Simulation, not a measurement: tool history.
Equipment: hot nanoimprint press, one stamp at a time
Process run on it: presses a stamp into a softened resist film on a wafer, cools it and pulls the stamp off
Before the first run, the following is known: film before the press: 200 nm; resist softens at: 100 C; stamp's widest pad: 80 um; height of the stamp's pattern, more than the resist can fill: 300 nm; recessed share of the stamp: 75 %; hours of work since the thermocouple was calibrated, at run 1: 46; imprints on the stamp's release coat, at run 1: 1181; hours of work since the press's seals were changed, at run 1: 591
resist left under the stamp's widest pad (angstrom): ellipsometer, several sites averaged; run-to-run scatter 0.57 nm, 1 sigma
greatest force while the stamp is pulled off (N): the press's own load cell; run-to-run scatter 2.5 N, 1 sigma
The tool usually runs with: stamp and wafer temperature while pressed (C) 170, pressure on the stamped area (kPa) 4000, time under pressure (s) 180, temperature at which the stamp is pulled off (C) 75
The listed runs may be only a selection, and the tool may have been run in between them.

run,hour,stamp and wafer temperature while pressed (C),pressure on the stamped area (kPa),time under pressure (s),temperature at which the stamp is pulled off (C),hours of work since the thermocouple was calibrated,imprints on the stamp's release coat,hours of work since the press's seals were changed,resist left under the stamp's widest pad (angstrom),greatest force while the stamp is pulled off (N)
1,0,170,4000,180,75,46,1181,591,1107,233
2,30.5,170,4000,180,75,59,1226,605,1113,234
3,57.2,170,4000,180,75,71,1267,617,1113,237
4,91.4,170,4000,180,75,86,1318,632,1111,232
5,122.9,170,4000,180,75,100,1365,645,1116,235
6,178,170,4000,180,75,124,1448,669,1113,230
7,232.4,170,4000,180,75,148,1530,693,1111,231
8,295.2,170,4000,180,75,175,1624,721,1123,234
# hour 307.9: stamp cleaned and given a new release coat
9,354.1,170,4000,180,75,199,70,744,1125,233
10,388.3,170,4000,180,75,214,121,759,1121,233
11,435.5,170,4000,180,75,234,192,780,1132,234
12,481.1,180,4000,180,75,254,261,800,770,234
13,525.9,173,4000,180,75,274,328,819,1014,229
14,568.2,173,4000,180,75,293,392,838,1001,231
15,612.7,173,4000,180,75,312,459,858,1007,232
16,643.4,173,4000,180,75,326,505,871,1018,233
17,687.5,173,5990,189,75,345,571,890,788,232
18,732.1,167,4570,316,75,364,638,910,1007,233
19,787.4,167,4160,301,75,389,721,934,1069,230
20,822.9,176,4900,180,75,404,775,950,812,233
# hour 828.3: gauge calibrated
21,880.8,176,4900,211,75,430,862,975,747,230
22,937.9,176,4900,211,75,455,948,1000,750,232
23,998.1,170,2690,221,75,481,1038,1027,1268,233
24,1026.8,175,6380,180,75,494,1081,1039,709,232
25,1070.5,170,4300,180,75,513,1147,1058,1081,233
26,1101,170,6380,228,79,526,1193,1072,815,218
27,1130.7,177,4000,222,76,539,1238,1085,797,230
28,1164.5,162,4000,180,65,554,1288,1100,1487,268
29,1212.3,163,4000,180,71,575,1360,1121,1438,243

Alternative continuations, all from the tool just after run 29; predict every row:
# hour 1233.5: plate thermocouple calibrated
A,1249.7,163,4000,137,71,7,1412,1136,?,?
# hour 1233.5: plate thermocouple calibrated
B,1249.7,160,6000,230,75,7,1412,1136,?,?
# hour 1233.5: plate thermocouple calibrated
C,1249.7,163,4840,156,71,7,1412,1136,?,?

run,resist left under the stamp's widest pad (angstrom),greatest force while the stamp is pulled off (N)
A,1527,245
B,1279,233
C,1373,246
Without the tool's unlogged condition, the same runs would have read:
run,resist left under the stamp's widest pad (angstrom),greatest force while the stamp is pulled off (N)
A,1506,244
B,1262,232
C,1354,246

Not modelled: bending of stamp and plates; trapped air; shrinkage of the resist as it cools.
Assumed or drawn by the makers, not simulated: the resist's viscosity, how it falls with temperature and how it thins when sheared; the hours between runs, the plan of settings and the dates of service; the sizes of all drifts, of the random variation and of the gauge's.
